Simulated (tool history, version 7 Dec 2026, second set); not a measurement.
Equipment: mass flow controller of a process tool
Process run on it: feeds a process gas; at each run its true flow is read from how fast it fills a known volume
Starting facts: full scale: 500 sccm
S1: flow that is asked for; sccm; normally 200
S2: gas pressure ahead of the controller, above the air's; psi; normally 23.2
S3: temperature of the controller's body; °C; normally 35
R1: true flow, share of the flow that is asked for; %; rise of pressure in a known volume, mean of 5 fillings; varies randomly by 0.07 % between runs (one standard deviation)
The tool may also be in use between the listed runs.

| run | hour | S1 | S2 | S3 | R1 |
|---|---|---|---|---|---|
| 1 | 0 | 200 | 23.2 | 35 | 104.15 |
| 2 | 397.6 | 200 | 23.2 | 35 | 104.27 |
| 3 | 771.9 | 200 | 23.2 | 35 | 104.33 |
|  | 938.2 | controller's zero set anew |
| 4 | 1255.2 | 200 | 23.2 | 35 | 106.37 |
| 5 | 1518.6 | 200 | 23.2 | 35 | 106.53 |
| 6 | 1859.1 | 200 | 23.2 | 35 | 106.58 |
| 7 | 2171.4 | 200 | 23.2 | 35 | 106.78 |
| 8 | 2375.9 | 200 | 23.2 | 35 | 106.8 |
| 9 | 2622.2 | 200 | 38.1 | 35 | 106.23 |
| 10 | 2991.6 | 78 | 37.1 | 31 | 114.29 |
|  | 3033 | controller's zero set anew, once more |
| 11 | 3472.5 | 206 | 31.8 | 24 | 100.89 |
| 12 | 3971 | 65 | 21.3 | 21 | 101.46 |
| 13 | 4245.1 | 65 | 21.3 | 21 | 101.53 |
| 14 | 4534.1 | 426 | 23.2 | 35 | 103.07 |
| 15 | 4808.7 | 426 | 35.1 | 37 | 102.52 |
| 16 | 5015.7 | 112 | 26.4 | 25 | 101.68 |
| 17 | 5260.4 | 109 | 39.6 | 22 | 101.18 |
| 18 | 5500.9 | 311 | 33.9 | 31 | 102.02 |

Below are 3 alternative next runs, each starting from the tool's condition after run 18. Predict each:
| A | 5899.6 | 200 | 31.3 | 35 | ? |
| B | 5899.6 | 365 | 33.9 | 31 | ? |
| C | 5899.6 | 305 | 28.7 | 34 | ? |

| run | R1 |
|---|---|
| A | 102.04 |
| B | 102.54 |
| C | 102.48 |
Take away the tool's hidden state, keep each run's random variation, and the runs would have read:
| run | R1 |
|---|---|
| A | 98.49 |
| B | 99.31 |
| C | 99.17 |

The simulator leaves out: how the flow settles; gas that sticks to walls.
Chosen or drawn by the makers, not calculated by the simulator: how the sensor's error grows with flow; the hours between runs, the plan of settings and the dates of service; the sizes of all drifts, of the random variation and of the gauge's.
